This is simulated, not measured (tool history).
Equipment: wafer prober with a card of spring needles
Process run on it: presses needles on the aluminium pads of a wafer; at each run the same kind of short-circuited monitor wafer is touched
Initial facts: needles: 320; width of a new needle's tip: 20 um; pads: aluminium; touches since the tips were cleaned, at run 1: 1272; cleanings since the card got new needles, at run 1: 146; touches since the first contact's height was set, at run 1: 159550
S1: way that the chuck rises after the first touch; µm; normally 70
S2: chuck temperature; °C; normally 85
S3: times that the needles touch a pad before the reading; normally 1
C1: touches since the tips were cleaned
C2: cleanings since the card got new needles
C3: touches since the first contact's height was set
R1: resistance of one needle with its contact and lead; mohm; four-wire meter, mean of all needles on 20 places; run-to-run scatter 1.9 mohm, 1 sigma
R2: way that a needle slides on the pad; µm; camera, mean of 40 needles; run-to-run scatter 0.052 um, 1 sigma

run,hour,S1,S2,S3,C1,C2,C3,R1,R2
1,0.0,70,85,1,1272,146,159550,315,11.73
# hour 4.7: tips cleaned on abrasive film
# hour 10.9: tips cleaned on abrasive film
# hour 18.6: tips cleaned on abrasive film
# hour 24.9: tips cleaned on abrasive film
# hour 26.7: height of the first contact set anew
# hour 32.9: tips cleaned on abrasive film
# hour 40.7: tips cleaned on abrasive film
# hour 48.4: tips cleaned on abrasive film
2,54.3,70,85,1,2907,153,13360,390,12.57
# hour 56.0: tips cleaned on abrasive film
# hour 62.2: tips cleaned on abrasive film
# hour 69.9: tips cleaned on abrasive film
# hour 76.2: tips cleaned on abrasive film
# hour 83.9: tips cleaned on abrasive film
# hour 90.1: tips cleaned on abrasive film
3,92.3,70,85,1,1048,159,31579,305,12.49
# hour 96.9: tips cleaned on abrasive film
# hour 103.2: tips cleaned on abrasive film
# hour 110.9: tips cleaned on abrasive film
# hour 117.1: tips cleaned on abrasive film
# hour 124.9: tips cleaned on abrasive film
# hour 131.1: tips cleaned on abrasive film
# hour 138.8: tips cleaned on abrasive film
4,140.3,70,85,1,726,166,54703,292,12.44
# hour 146.5: tips cleaned on abrasive film
# hour 154.3: tips cleaned on abrasive film
# hour 162.0: tips cleaned on abrasive film
# hour 168.2: tips cleaned on abrasive film
# hour 176.0: tips cleaned on abrasive film
# hour 182.2: tips cleaned on abrasive film
# hour 189.9: tips cleaned on abrasive film
# hour 197.7: tips cleaned on abrasive film
5,198.1,70,85,1,205,174,82532,251,12.23
# hour 204.3: tips cleaned on abrasive film
# hour 210.5: tips cleaned on abrasive film
# hour 218.3: tips cleaned on abrasive film
# hour 224.5: tips cleaned on abrasive film
# hour 232.2: tips cleaned on abrasive film
# hour 238.5: tips cleaned on abrasive film
# hour 246.2: tips cleaned on abrasive film
# hour 253.4: tips cleaned on abrasive film
6,253.4,70,27,1,0,182,109158,231,12.11
# hour 261.2: tips cleaned on abrasive film
# hour 268.9: tips cleaned on abrasive film
# hour 276.7: tips cleaned on abrasive film
# hour 284.4: tips cleaned on abrasive film
# hour 290.6: tips cleaned on abrasive film
7,292.3,70,85,1,800,187,127877,298,12.00
# hour 296.9: tips cleaned on abrasive film
# hour 304.7: tips cleaned on abrasive film
# hour 310.9: tips cleaned on abrasive film
# hour 317.1: tips cleaned on abrasive film
# hour 324.9: tips cleaned on abrasive film
8,326.2,70,85,1,643,192,144196,284,11.93
# hour 332.4: tips cleaned on abrasive film
# hour 338.6: tips cleaned on abrasive film
# hour 344.8: tips cleaned on abrasive film
# hour 352.6: tips cleaned on abrasive film
# hour 360.3: tips cleaned on abrasive film
# hour 366.5: tips cleaned on abrasive film
# hour 373.2: tips cleaned on abrasive film
9,373.2,70,85,1,0,199,166820,230,11.88
# hour 380.9: tips cleaned on abrasive film
# hour 384.3: height of the first contact set anew
# hour 389.0: tips cleaned on abrasive film
# hour 396.7: tips cleaned on abrasive film
# hour 404.5: tips cleaned on abrasive film
# hour 410.7: tips cleaned on abrasive film
# hour 416.9: tips cleaned on abrasive film
# hour 424.7: tips cleaned on abrasive film
10,428.5,70,85,2,1874,206,21285,316,12.52
# hour 431.6: tips cleaned on abrasive film
# hour 437.9: tips cleaned on abrasive film
# hour 445.6: tips cleaned on abrasive film
# hour 451.8: tips cleaned on abrasive film
11,456.4,70,85,2,2253,210,34737,315,12.49
# hour 458.2: tips cleaned on abrasive film
# hour 465.9: tips cleaned on abrasive film
# hour 473.7: tips cleaned on abrasive film
# hour 479.9: tips cleaned on abrasive film
# hour 487.6: tips cleaned on abrasive film
# hour 493.8: tips cleaned on abrasive film
12,493.9,59,35,2,34,216,52738,232,10.39
# hour 500.1: tips cleaned on abrasive film
# hour 507.9: tips cleaned on abrasive film
# hour 515.6: tips cleaned on abrasive film
# hour 523.4: tips cleaned on abrasive film
# hour 529.6: tips cleaned on abrasive film
13,531.5,61,32,1,929,221,70839,365,10.70
# hour 536.2: tips cleaned on abrasive film
# hour 542.4: tips cleaned on abrasive film
# hour 550.1: tips cleaned on abrasive film
# hour 557.9: tips cleaned on abrasive film
# hour 564.1: tips cleaned on abrasive film
# hour 571.8: tips cleaned on abrasive film
# hour 578.0: tips cleaned on abrasive film
14,578.2,61,32,1,87,228,93326,265,10.56
# hour 584.4: tips cleaned on abrasive film
# hour 592.2: tips cleaned on abrasive film
# hour 599.9: tips cleaned on abrasive film
# hour 606.2: tips cleaned on abrasive film
15,610.0,61,32,1,1887,232,108658,475,10.43
# hour 613.2: tips cleaned on abrasive film
# hour 619.4: tips cleaned on abrasive film
# hour 627.1: tips cleaned on abrasive film
# hour 633.3: tips cleaned on abrasive film
# hour 639.6: tips cleaned on abrasive film
16,643.9,70,48,1,2138,237,124982,400,11.95
# hour 647.1: tips cleaned on abrasive film
# hour 653.3: tips cleaned on abrasive film
# hour 661.1: tips cleaned on abrasive film
# hour 668.8: tips cleaned on abrasive film
# hour 676.1: tips cleaned on abrasive film
17,676.1,70,85,1,0,242,140422,235,11.88
# hour 682.3: tips cleaned on abrasive film
# hour 690.0: tips cleaned on abrasive film
# hour 697.8: tips cleaned on abrasive film
# hour 705.5: tips cleaned on abrasive film
# hour 713.3: tips cleaned on abrasive film
# hour 721.0: tips cleaned on abrasive film
# hour 728.7: tips cleaned on abrasive film
# hour 736.5: tips cleaned on abrasive film
18,738.3,81,26,1,886,250,170425,291,13.72
# hour 743.0: tips cleaned on abrasive film
# hour 743.3: height of the first contact set anew
# hour 751.0: tips cleaned on abrasive film
# hour 757.3: tips cleaned on abrasive film
# hour 765.0: tips cleaned on abrasive film
19,770.0,72,29,1,2463,254,12914,440,13.04
# hour 771.7: tips cleaned on abrasive film
# hour 777.9: tips cleaned on abrasive film
# hour 785.6: tips cleaned on abrasive film
# hour 793.4: tips cleaned on abrasive film
# hour 801.1: tips cleaned on abrasive film
# hour 808.6: tips cleaned on abrasive film
20,808.6,72,66,1,0,260,31450,227,12.88
# hour 814.8: tips cleaned on abrasive film
# hour 822.6: tips cleaned on abrasive film
# hour 828.8: tips cleaned on abrasive film
# hour 836.5: tips cleaned on abrasive film
# hour 842.7: tips cleaned on abrasive film
# hour 850.2: tips cleaned on abrasive film
21,850.2,72,66,1,0,266,51467,238,12.77

Alternative continuations, all from the tool just after run 21; predict every row:
# hour 856.4: tips cleaned on abrasive film
# hour 864.2: tips cleaned on abrasive film
# hour 871.9: tips cleaned on abrasive film
# hour 879.6: tips cleaned on abrasive film
# hour 885.9: tips cleaned on abrasive film
# hour 893.6: tips cleaned on abrasive film
A,897.3,53,79,1,1802,272,74173,?,?
# hour 856.4: tips cleaned on abrasive film
# hour 864.2: tips cleaned on abrasive film
# hour 871.9: tips cleaned on abrasive film
# hour 879.6: tips cleaned on abrasive film
# hour 885.9: tips cleaned on abrasive film
# hour 893.6: tips cleaned on abrasive film
B,897.3,70,64,1,1802,272,74173,?,?
# hour 856.4: tips cleaned on abrasive film
# hour 864.2: tips cleaned on abrasive film
# hour 871.9: tips cleaned on abrasive film
# hour 879.6: tips cleaned on abrasive film
# hour 885.9: tips cleaned on abrasive film
# hour 893.6: tips cleaned on abrasive film
C,897.3,66,66,2,1802,272,74173,?,?
# hour 856.4: tips cleaned on abrasive film
# hour 864.2: tips cleaned on abrasive film
# hour 871.9: tips cleaned on abrasive film
# hour 879.6: tips cleaned on abrasive film
# hour 885.9: tips cleaned on abrasive film
# hour 893.6: tips cleaned on abrasive film
D,897.3,70,85,2,1802,272,74173,?,?

run,R1,R2
A,566,9.24
B,413,12.31
C,343,11.54
D,328,12.29
Stripped of hidden state, with their random variation kept, the same runs would have yielded:
run,R1,R2
A,210,9.67
B,202,12.73
C,199,11.97
D,202,12.71

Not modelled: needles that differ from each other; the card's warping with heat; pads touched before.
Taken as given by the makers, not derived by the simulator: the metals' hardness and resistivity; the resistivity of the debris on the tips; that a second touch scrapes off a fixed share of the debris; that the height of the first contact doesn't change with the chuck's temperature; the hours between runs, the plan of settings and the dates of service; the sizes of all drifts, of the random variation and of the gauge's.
